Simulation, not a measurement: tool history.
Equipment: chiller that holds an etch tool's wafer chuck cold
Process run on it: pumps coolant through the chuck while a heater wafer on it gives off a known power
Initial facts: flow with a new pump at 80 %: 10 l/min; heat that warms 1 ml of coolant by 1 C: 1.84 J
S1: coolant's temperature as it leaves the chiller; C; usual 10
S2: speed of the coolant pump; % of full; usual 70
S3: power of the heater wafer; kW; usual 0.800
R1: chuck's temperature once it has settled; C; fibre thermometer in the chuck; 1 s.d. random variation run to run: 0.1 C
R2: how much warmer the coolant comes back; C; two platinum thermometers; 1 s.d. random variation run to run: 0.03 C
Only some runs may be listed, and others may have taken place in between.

Run 1, hour 0.0: usual settings. Result: R1 18.3 C, R2 2.95 C.
Run 2, hour 22.1: usual settings. Result: R1 18.3 C, R2 2.97 C.
Run 3, hour 46.0: usual settings. Result: R1 18.2 C, R2 2.98 C.
Run 4, hour 73.4: usual settings. Result: R1 18.4 C, R2 3.02 C.
Run 5, hour 89.9: usual settings. Result: R1 18.5 C, R2 3.02 C.
Run 6, hour 124.5: usual settings but S1 17 C, S2 94 % of full, S3 0.632 kW. Result: R1 22.1 C, R2 1.81 C.
Run 7, hour 142.2: usual settings but S1 3 C, S2 76 % of full, S3 0.473 kW. Result: R1 7.6 C, R2 1.68 C.
At hour 146.0: chiller's thermometer calibrated.
Run 8, hour 169.5: usual settings but S1 3 C, S2 76 % of full, S3 0.473 kW. Result: R1 7.6 C, R2 1.67 C.
Run 9, hour 202.0: usual settings but S1 3 C, S2 76 % of full, S3 0.473 kW. Result: R1 7.6 C, R2 1.66 C.
Run 10, hour 235.7: usual settings but S1 3 C, S2 76 % of full, S3 0.473 kW. Result: R1 7.8 C, R2 1.68 C.

Alternative continuations, all from the tool just after run 10; predict every row:
Run A, hour 260.3: usual settings but S2 61 % of full. Result: R1 ?, R2 ?.
Run B, hour 260.3: usual settings but S1 3 C, S2 63 % of full, S3 0.649 kW. Result: R1 ?, R2 ?.
Run C, hour 260.3: usual settings but S1 2 C, S3 1.130 kW. Result: R1 ?, R2 ?.
Run D, hour 260.3: usual settings but S1 12 C, S2 67 % of full, S3 0.768 kW. Result: R1 ?, R2 ?.

run    R1    R2
  A  19.7  3.49
  B  10.6  2.73
  C  14.0  4.27
  D  20.6  2.99
Had the tool no hidden state, the same runs would have come out as:
run    R1    R2
  A  19.2  3.47
  B  10.2  2.71
  C  13.4  4.25
  D  20.1  2.98
